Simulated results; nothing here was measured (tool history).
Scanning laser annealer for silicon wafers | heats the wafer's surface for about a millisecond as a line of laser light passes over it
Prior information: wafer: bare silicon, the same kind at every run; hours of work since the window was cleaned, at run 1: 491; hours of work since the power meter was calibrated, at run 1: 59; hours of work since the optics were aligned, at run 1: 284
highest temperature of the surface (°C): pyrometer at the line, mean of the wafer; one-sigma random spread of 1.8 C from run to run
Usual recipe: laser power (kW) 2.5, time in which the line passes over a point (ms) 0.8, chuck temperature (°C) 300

run,hour,laser power (kW),time in which the line passes over a point (ms),chuck temperature (°C),hours of work since the window was cleaned,hours of work since the power meter was calibrated,hours of work since the optics were aligned,highest temperature of the surface (°C)
1,0,2.5,0.8,300,491,59,284,996
2,29.4,2.5,0.8,300,510,78,304,996
3,64.6,2.5,0.8,324,534,102,327,1013
4,97.2,2.5,0.8,324,555,123,349,1015
5,133.7,2.5,0.629,300,580,148,373,923
6,158.3,2.5,0.629,300,596,164,389,918
7,183.1,2.5,0.8,300,612,180,406,988
8,228.9,2.5,0.8,300,643,211,436,984
9,269.6,2.5,0.8,300,670,238,463,987
10,293.1,2.5,0.8,300,685,253,479,982
11,312.8,2.5,0.8,300,698,266,492,984
12,340.3,2.5,0.8,300,717,285,510,984
13,361.9,2.5,0.8,300,731,299,524,981
14,403.4,2.5,0.8,300,759,327,552,982
15,435.4,2.5,0.769,300,780,348,573,970
16,482.3,2.5,0.769,300,811,379,604,971
17,503.8,2.5,0.769,300,825,393,619,966
18,523.7,2.5,0.769,300,838,406,632,965
19,546.7,2.474,0.8,300,854,422,647,972
20,584.2,2.677,0.8,300,879,447,672,1033
21,615.7,2.66,0.593,273,900,468,693,907
22,646.3,2.66,0.593,273,920,488,713,908
# hour 654.9: window over the wafer cleaned
23,676.9,2.621,0.8,300,15,507,732,1036
24,705.5,2.621,0.8,300,34,526,751,1033
25,739.3,2.21,0.8,288,56,548,774,889
26,782.9,2.145,0.8,298,85,577,803,879
27,817.1,2.145,0.8,298,108,600,825,875
28,856.6,2.145,0.8,298,134,626,851,872
29,887.1,2.145,0.8,298,154,646,872,875
30,922.2,2.56,0.751,274,178,670,895,960
31,945.4,2.702,0.756,339,193,685,910,1073
32,983.2,2.702,0.756,339,218,710,936,1070
33,1005,2.13,0.809,300,232,725,950,868
34,1045.6,2.13,0.71,300,259,752,977,837
35,1070.1,2.13,0.71,300,276,768,993,836
36,1106,2.332,0.993,335,300,792,1017,1025
37,1146,2.54,0.679,336,326,818,1044,981
38,1172.1,2.189,0.655,300,343,836,1061,831
39,1217.4,2.358,0.827,300,373,866,1091,942

Measured less the same run without the tool's hidden state. The same run-to-run variation is in both; the gauge's scatter may not be:
Hidden state present: light that passes the window, % of a clean one's; laser's true power over the reading, %; width of the line over the set one, %; drift of the gauge itself on peak_c, C.
run,highest temperature of the surface (°C)
1,-20
2,-20
3,-22
4,-23
5,-22
6,-23
7,-26
8,-27
9,-29
10,-30
11,-30
12,-31
13,-31
14,-33
15,-33
16,-34
17,-36
18,-36
19,-37
20,-42
21,-38
22,-38
23,-19
24,-21
25,-18
26,-18
27,-19
28,-20
29,-21
30,-26
31,-29
32,-30
33,-25
34,-24
35,-25
36,-33
37,-32
38,-27
39,-34
